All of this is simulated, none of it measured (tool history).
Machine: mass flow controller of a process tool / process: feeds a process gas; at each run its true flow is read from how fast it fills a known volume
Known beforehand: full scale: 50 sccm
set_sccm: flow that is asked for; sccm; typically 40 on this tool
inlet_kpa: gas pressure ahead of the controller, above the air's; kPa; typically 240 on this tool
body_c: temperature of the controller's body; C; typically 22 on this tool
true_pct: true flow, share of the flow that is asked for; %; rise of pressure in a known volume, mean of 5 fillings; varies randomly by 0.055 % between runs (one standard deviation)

| run | hour | set_sccm | inlet_kpa | body_c | true_pct |
|---|---|---|---|---|---|
| 1 | 0 | 40 | 240 | 22 | 100.21 |
| 2 | 283.2 | 40 | 240 | 22 | 100.15 |
| 3 | 528.3 | 40 | 240 | 22 | 100.15 |
| 4 | 906.1 | 40 | 156 | 22 | 100.2 |
| 5 | 1289.7 | 17 | 156 | 22 | 99.95 |
| 6 | 1541.9 | 5 | 156 | 22 | 102.03 |
| 7 | 1861 | 5 | 156 | 22 | 102.28 |
| 8 | 2229.3 | 5 | 156 | 22 | 102.74 |
| 9 | 2546.5 | 5 | 156 | 22 | 102.89 |
| 10 | 2724 | 40 | 240 | 22 | 100.39 |
| 11 | 3057.6 | 40 | 240 | 22 | 100.4 |
| 12 | 3390.5 | 40 | 240 | 22 | 100.53 |
| 13 | 3726.6 | 40 | 240 | 22 | 100.5 |
| 14 | 3915.6 | 40 | 240 | 22 | 100.49 |
| 15 | 4196.7 | 40 | 240 | 22 | 100.51 |
| 16 | 4437.4 | 40 | 240 | 22 | 100.42 |
| 17 | 4825.8 | 40 | 240 | 22 | 100.54 |
| 18 | 5120.7 | 40 | 240 | 22 | 100.47 |
| 19 | 5424.7 | 29 | 240 | 22 | 100.42 |
| 20 | 5658 | 11 | 236 | 22 | 101.87 |
| 21 | 5913.8 | 11 | 236 | 22 | 102 |
| 22 | 6163.9 | 48 | 169 | 29 | 100.1 |
| 23 | 6476.9 | 48 | 169 | 29 | 100.05 |
| 24 | 6671.5 | 31 | 240 | 37 | 99.42 |
| 25 | 6993.6 | 40 | 184 | 38 | 99.35 |

What will run 26 give?
| 26 | 7241.9 | 16 | 240 | 22 | ? |

true_pct: 101.38 %
Had the tool carried no hidden state, the very same run would have given true_pct 98.93 %.

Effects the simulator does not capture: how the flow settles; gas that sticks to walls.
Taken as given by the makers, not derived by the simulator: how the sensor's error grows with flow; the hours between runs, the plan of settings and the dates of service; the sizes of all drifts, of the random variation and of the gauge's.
